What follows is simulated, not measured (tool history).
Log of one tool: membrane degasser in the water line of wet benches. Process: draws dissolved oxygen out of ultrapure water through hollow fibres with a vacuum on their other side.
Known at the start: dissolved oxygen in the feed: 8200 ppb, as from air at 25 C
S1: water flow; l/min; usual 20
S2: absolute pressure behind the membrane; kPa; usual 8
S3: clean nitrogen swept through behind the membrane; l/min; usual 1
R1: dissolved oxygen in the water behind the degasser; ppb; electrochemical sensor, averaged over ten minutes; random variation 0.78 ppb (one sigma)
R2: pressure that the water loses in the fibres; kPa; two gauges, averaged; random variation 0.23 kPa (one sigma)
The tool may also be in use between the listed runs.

run 1 hour=0 | S1=20 S2=8 S3=1 | R1=216.4 R2=58.04
run 2 hour=37.5 | S1=20 S2=12.67 S3=1 | R1=412.1 R2=58.54
run 3 hour=96.2 | S1=20 S2=12.67 S3=1 | R1=413.2 R2=58.82
run 4 hour=127.2 | S1=20 S2=12.67 S3=1 | R1=410.3 R2=58.57
run 5 hour=155.9 | S1=20 S2=8 S3=1 | R1=217.4 R2=58.23
run 6 hour=211.7 | S1=20 S2=8 S3=1 | R1=217.1 R2=57.87
run 7 hour=265.3 | S1=20 S2=8 S3=1 | R1=218.2 R2=58.09
run 8 hour=305.2 | S1=12 S2=8 S3=1 | R1=133.4 R2=35.11
run 9 hour=336.5 | S1=12 S2=8 S3=1 | R1=132.9 R2=35.11
run 10 hour=381.5 | S1=12 S2=8 S3=1 | R1=132.9 R2=35.13
run 11 hour=444.7 | S1=20 S2=8 S3=1 | R1=217.2 R2=58.02
run 12 hour=493.3 | S1=20 S2=8 S3=1.19 | R1=188.2 R2=58.39
run 13 hour=544.6 | S1=20 S2=8 S3=1.19 | R1=188.2 R2=58.38
run 14 hour=582.3 | S1=20 S2=8 S3=1.19 | R1=188.5 R2=58.16
run 15 hour=642.2 | S1=20 S2=15.4 S3=1.19 | R1=454.5 R2=58.24
run 16 hour=678.5 | S1=20 S2=8 S3=1 | R1=217.9 R2=58.45
run 17 hour=720.5 | S1=20 S2=8 S3=1 | R1=218.4 R2=58.07
run 18 hour=754.1 | S1=17 S2=6.71 S3=1.44 | R1=99.2 R2=49.55
run 19 hour=815.9 | S1=17 S2=6.71 S3=1.44 | R1=99.1 R2=49.63
run 20 hour=875.5 | S1=17 S2=4.81 S3=1.76 | R1=40 R2=49.27
run 21 hour=931.5 | S1=23 S2=7.92 S3=2.15 | R1=133.8 R2=67.38
run 22 hour=990 | S1=23 S2=7.92 S3=2.15 | R1=133.7 R2=66.97
run 23 hour=1052.2 | S1=12 S2=7.06 S3=1.53 | R1=72.4 R2=35.32
run 24 hour=1099 | S1=20 S2=12.69 S3=1 | R1=414.6 R2=58.7
run 25 hour=1159.3 | S1=20 S2=12.69 S3=1 | R1=412.3 R2=58.31
run 26 hour=1187 | S1=20 S2=12.69 S3=1 | R1=411.8 R2=58.45
run 27 hour=1236.8 | S1=20 S2=5.92 S3=0.66 | R1=177.9 R2=58.32
run 28 hour=1262.4 | S1=30 S2=7.44 S3=0.75 | R1=380 R2=87.38
run 29 hour=1294.3 | S1=26 S2=8.88 S3=0.58 | R1=502.8 R2=75.85
run 30 hour=1339.2 | S1=26 S2=8.88 S3=0.58 | R1=502 R2=76.32
run 31 hour=1375.5 | S1=26 S2=8.88 S3=0.58 | R1=501.5 R2=75.74
run 32 hour=1416.3 | S1=20 S2=7.77 S3=0.47 | R1=376.7 R2=58.22
run 33 hour=1446.9 | S1=20 S2=8 S3=0.61 | R1=325.4 R2=58.12

Not shown: 1 entry that the log had between the listed runs. Between which runs, and how does the tool's hidden state differ before and after?
Between runs 28 and 29: vacuum gauge calibrated (hour 1278.8)
  no hidden state differs between the two runs
